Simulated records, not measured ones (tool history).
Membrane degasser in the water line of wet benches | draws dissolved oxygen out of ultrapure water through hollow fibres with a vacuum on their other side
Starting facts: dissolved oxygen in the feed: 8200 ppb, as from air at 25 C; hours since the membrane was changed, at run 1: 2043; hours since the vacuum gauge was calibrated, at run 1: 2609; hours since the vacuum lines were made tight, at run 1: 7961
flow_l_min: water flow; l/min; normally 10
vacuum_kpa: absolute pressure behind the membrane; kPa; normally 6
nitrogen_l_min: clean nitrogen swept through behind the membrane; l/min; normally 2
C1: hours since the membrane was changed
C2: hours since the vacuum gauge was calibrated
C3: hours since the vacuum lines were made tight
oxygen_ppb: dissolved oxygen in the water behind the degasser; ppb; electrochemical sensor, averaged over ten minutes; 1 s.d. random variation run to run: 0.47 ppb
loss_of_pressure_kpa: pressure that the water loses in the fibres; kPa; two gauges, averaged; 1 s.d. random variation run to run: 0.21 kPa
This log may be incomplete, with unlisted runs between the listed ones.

Run 1, hour 0: usual settings; C1 2043; C2 2609; C3 7961. Result: oxygen_ppb 35.7 ppb, loss_of_pressure_kpa 49.9 kPa.
Run 2, hour 39.6: usual settings; C1 2083; C2 2648; C3 8001. Result: oxygen_ppb 37.2 ppb, loss_of_pressure_kpa 50.12 kPa.
Run 3, hour 63.5: usual settings; C1 2107; C2 2672; C3 8025. Result: oxygen_ppb 36.2 ppb, loss_of_pressure_kpa 49.65 kPa.
Run 4, hour 109.7: usual settings but vacuum_kpa 5.06 kPa; C1 2153; C2 2718; C3 8071. Result: oxygen_ppb 25.3 ppb, loss_of_pressure_kpa 49.97 kPa.
Run 5, hour 156.7: usual settings but flow_l_min 14 l/min; C1 2200; C2 2765; C3 8118. Result: oxygen_ppb 61.3 ppb, loss_of_pressure_kpa 69.55 kPa.
Run 6, hour 190.6: usual settings but flow_l_min 7 l/min; C1 2234; C2 2799; C3 8152. Result: oxygen_ppb 24 ppb, loss_of_pressure_kpa 35.23 kPa.
Run 7, hour 228.1: usual settings; C1 2271; C2 2837; C3 8189. Result: oxygen_ppb 36.3 ppb, loss_of_pressure_kpa 50.02 kPa.
Run 8, hour 259.5: usual settings but nitrogen_l_min 2.76 l/min; C1 2303; C2 2868; C3 8221. Result: oxygen_ppb 27.4 ppb, loss_of_pressure_kpa 50.16 kPa.
Run 9, hour 305.6: usual settings but nitrogen_l_min 2.76 l/min; C1 2349; C2 2914; C3 8267. Result: oxygen_ppb 26.9 ppb, loss_of_pressure_kpa 50.1 kPa.
Run 10, hour 327.5: usual settings but nitrogen_l_min 2.76 l/min; C1 2371; C2 2936; C3 8289. Result: oxygen_ppb 27.7 ppb, loss_of_pressure_kpa 50.23 kPa.
Run 11, hour 354.7: usual settings but nitrogen_l_min 2.76 l/min; C1 2398; C2 2963; C3 8316. Result: oxygen_ppb 27.8 ppb, loss_of_pressure_kpa 50.57 kPa.
Run 12, hour 407: usual settings but nitrogen_l_min 0.81 l/min; C1 2450; C2 3016; C3 8368. Result: oxygen_ppb 82.7 ppb, loss_of_pressure_kpa 50.04 kPa.
Run 13, hour 434: usual settings but nitrogen_l_min 1.42 l/min; C1 2477; C2 3043; C3 8395. Result: oxygen_ppb 49.5 ppb, loss_of_pressure_kpa 50.56 kPa.
Run 14, hour 482.8: usual settings but nitrogen_l_min 1.42 l/min; C1 2526; C2 3091; C3 8444. Result: oxygen_ppb 49.8 ppb, loss_of_pressure_kpa 50.28 kPa.
Run 15, hour 533.3: usual settings but nitrogen_l_min 1.42 l/min; C1 2577; C2 3142; C3 8495. Result: oxygen_ppb 50.4 ppb, loss_of_pressure_kpa 50.9 kPa.
Run 16, hour 572.3: usual settings but nitrogen_l_min 1.42 l/min; C1 2616; C2 3181; C3 8534. Result: oxygen_ppb 50.4 ppb, loss_of_pressure_kpa 50.83 kPa.
Run 17, hour 619.8: usual settings but flow_l_min 9 l/min, vacuum_kpa 5.58 kPa, nitrogen_l_min 3.06 l/min; C1 2663; C2 3228; C3 8581. Result: oxygen_ppb 18.9 ppb, loss_of_pressure_kpa 45.6 kPa.
Run 18, hour 643.5: usual settings but flow_l_min 16 l/min, vacuum_kpa 10.84 kPa, nitrogen_l_min 1.05 l/min; C1 2687; C2 3252; C3 8605. Result: oxygen_ppb 284.9 ppb, loss_of_pressure_kpa 81.15 kPa.
Run 19, hour 670.3: usual settings but flow_l_min 16 l/min, vacuum_kpa 10.84 kPa, nitrogen_l_min 1.05 l/min; C1 2714; C2 3279; C3 8632. Result: oxygen_ppb 284.5 ppb, loss_of_pressure_kpa 81.18 kPa.
Run 20, hour 703.6: usual settings but flow_l_min 16 l/min, vacuum_kpa 10.84 kPa, nitrogen_l_min 1.05 l/min; C1 2747; C2 3312; C3 8665. Result: oxygen_ppb 287.4 ppb, loss_of_pressure_kpa 81.83 kPa.
Run 21, hour 747.3: usual settings but vacuum_kpa 5.15 kPa; C1 2791; C2 3356; C3 8709. Result: oxygen_ppb 26 ppb, loss_of_pressure_kpa 51 kPa.
Run 22, hour 772.7: usual settings but flow_l_min 16 l/min, vacuum_kpa 3.84 kPa; C1 2816; C2 3381; C3 8734. Result: oxygen_ppb 40.5 ppb, loss_of_pressure_kpa 81.53 kPa.
Run 23, hour 801.8: usual settings but flow_l_min 6 l/min, vacuum_kpa 3.84 kPa, nitrogen_l_min 5.4 l/min; C1 2845; C2 3410; C3 8763. Result: oxygen_ppb 2.2 ppb, loss_of_pressure_kpa 30.45 kPa.
At hour 814.1: seals of the vacuum lines changed.
Run 24, hour 837.3: usual settings but flow_l_min 6 l/min, vacuum_kpa 3.84 kPa, nitrogen_l_min 5.4 l/min; C1 2879; C2 3444; C3 23. Result: oxygen_ppb 1.4 ppb, loss_of_pressure_kpa 30.72 kPa.
Run 25, hour 866: usual settings but flow_l_min 6 l/min, vacuum_kpa 3.84 kPa, nitrogen_l_min 5.4 l/min; C1 2907; C2 3472; C3 52. Result: oxygen_ppb 1.8 ppb, loss_of_pressure_kpa 30.85 kPa.
Run 26, hour 895.1: usual settings but flow_l_min 13 l/min, vacuum_kpa 4.07 kPa, nitrogen_l_min 3.86 l/min; C1 2936; C2 3502; C3 81. Result: oxygen_ppb 17.6 ppb, loss_of_pressure_kpa 66.72 kPa.
At hour 935.8: gauge calibrated.
Run 27, hour 942.5: usual settings but flow_l_min 6 l/min, vacuum_kpa 12.73 kPa; C1 2984; C2 3549; C3 128. Result: oxygen_ppb 71.5 ppb, loss_of_pressure_kpa 30.36 kPa.
Run 28, hour 975.2: usual settings but flow_l_min 8 l/min, vacuum_kpa 4.16 kPa, nitrogen_l_min 1.36 l/min; C1 3017; C2 3582; C3 161. Result: oxygen_ppb 14.3 ppb, loss_of_pressure_kpa 40.32 kPa.
Run 29, hour 1025.1: usual settings but flow_l_min 8 l/min, vacuum_kpa 4.16 kPa, nitrogen_l_min 1.36 l/min; C1 3066; C2 3632; C3 211. Result: oxygen_ppb 14.5 ppb, loss_of_pressure_kpa 40.23 kPa.
Run 30, hour 1074.1: usual settings but flow_l_min 9 l/min, vacuum_kpa 4.16 kPa, nitrogen_l_min 1.37 l/min; C1 3115; C2 3681; C3 260. Result: oxygen_ppb 16.5 ppb, loss_of_pressure_kpa 45.12 kPa.
Run 31, hour 1121.5: usual settings but flow_l_min 9 l/min, vacuum_kpa 4.16 kPa, nitrogen_l_min 1.37 l/min; C1 3163; C2 3728; C3 307. Result: oxygen_ppb 16.3 ppb, loss_of_pressure_kpa 45.17 kPa.
Run 32, hour 1154.3: usual settings but vacuum_kpa 5.79 kPa; C1 3196; C2 3761; C3 340. Result: oxygen_ppb 33 ppb, loss_of_pressure_kpa 50.14 kPa.

Some steps in oxygen_ppb, run to run, broken into two amounts with sign: the step expected even without the hidden condition (settings, incoming material, random variation), and the rest, left for the hidden condition together with whatever gauge scatter is not in both the measured and the hidden-condition-free result:
Hidden state at play: membrane still open, %; true pressure behind the membrane over the reading, kPa; air that leaks in behind the membrane, l/min; drift of the gauge itself on oxygen_ppb, %; drift of the gauge itself on loss_of_pressure_kpa, %.
Run 11 -> 12: nitrogen_l_min 2.76 -> 0.81. oxygen_ppb +54.9 ppb: hidden state +0.3, all else +54.6.
Run 17 -> 18: flow_l_min 9 -> 16, vacuum_kpa 5.58 -> 10.84, nitrogen_l_min 3.06 -> 1.05. oxygen_ppb +266 ppb: hidden state +0.6, all else +265.4.
Run 20 -> 21: flow_l_min 16 -> 10, vacuum_kpa 10.84 -> 5.15, nitrogen_l_min 1.05 -> 2. oxygen_ppb -261.4 ppb: hidden state -0.5, all else -260.9.
Run 27 -> 28: flow_l_min 6 -> 8, vacuum_kpa 12.73 -> 4.16, nitrogen_l_min 2 -> 1.36. oxygen_ppb -57.2 ppb: hidden state +0.1, all else -57.3.

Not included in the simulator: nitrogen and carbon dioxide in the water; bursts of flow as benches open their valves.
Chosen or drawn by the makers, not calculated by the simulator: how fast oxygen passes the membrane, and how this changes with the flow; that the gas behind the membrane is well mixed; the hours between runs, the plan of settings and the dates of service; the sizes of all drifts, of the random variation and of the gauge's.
